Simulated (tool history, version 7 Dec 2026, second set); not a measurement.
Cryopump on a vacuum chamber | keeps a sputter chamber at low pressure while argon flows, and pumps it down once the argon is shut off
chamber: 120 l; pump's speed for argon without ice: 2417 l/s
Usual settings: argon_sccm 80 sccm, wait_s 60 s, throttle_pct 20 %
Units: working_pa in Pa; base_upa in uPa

Run 1, hour 0.0: usual settings. Result: working_pa 0.2845 Pa, base_upa 1.79 uPa.
Run 2, hour 20.1: usual settings. Result: working_pa 0.2829 Pa, base_upa 1.86 uPa.
Run 3, hour 54.5: usual settings. Result: working_pa 0.2870 Pa, base_upa 1.73 uPa.
Run 4, hour 89.2: usual settings. Result: working_pa 0.2875 Pa, base_upa 1.86 uPa.
Run 5, hour 113.2: usual settings. Result: working_pa 0.2882 Pa, base_upa 1.89 uPa.
Run 6, hour 136.6: usual settings. Result: working_pa 0.2896 Pa, base_upa 1.88 uPa.
Run 7, hour 172.5: usual settings. Result: working_pa 0.2884 Pa, base_upa 1.90 uPa.
Run 8, hour 208.7: usual settings but throttle_pct 46 %. Result: working_pa 0.1325 Pa, base_upa 1.98 uPa.
Run 9, hour 243.8: usual settings but throttle_pct 46 %. Result: working_pa 0.1340 Pa, base_upa 2.06 uPa.
Run 10, hour 261.2: usual settings but argon_sccm 42 sccm, throttle_pct 19 %. Result: working_pa 0.1608 Pa, base_upa 2.01 uPa.
Run 11, hour 276.2: usual settings but argon_sccm 42 sccm, throttle_pct 19 %. Result: working_pa 0.1617 Pa, base_upa 2.02 uPa.
Run 12, hour 307.9: usual settings but wait_s 274 s, throttle_pct 39 %. Result: working_pa 0.1590 Pa, base_upa 1.43 uPa.
Run 13, hour 332.0: usual settings but wait_s 274 s, throttle_pct 39 %. Result: working_pa 0.1577 Pa, base_upa 1.53 uPa.

Hidden state or all else? Some run-to-run changes of working_pa, split into what the settings, what came in and random variation would give without the hidden state, and what is left for the hidden state (with any gauge scatter that isn't in both results):
The hidden state here: pump's speed, % of a pump's without ice; cold plate's temperature, K; leak into the chamber, uPa l/s; drift of the gauge itself on working_pa, %; drift of the gauge itself on base_upa, %.
Run 7 -> 8: throttle_pct 20 -> 46. working_pa -0.1559 Pa: hidden state +0.0012, all else -0.1571.
Run 11 -> 12: argon_sccm 42 -> 80, wait_s 60 -> 274, throttle_pct 19 -> 39. working_pa -0.0027 Pa: hidden state +0.0070, all else -0.0097.
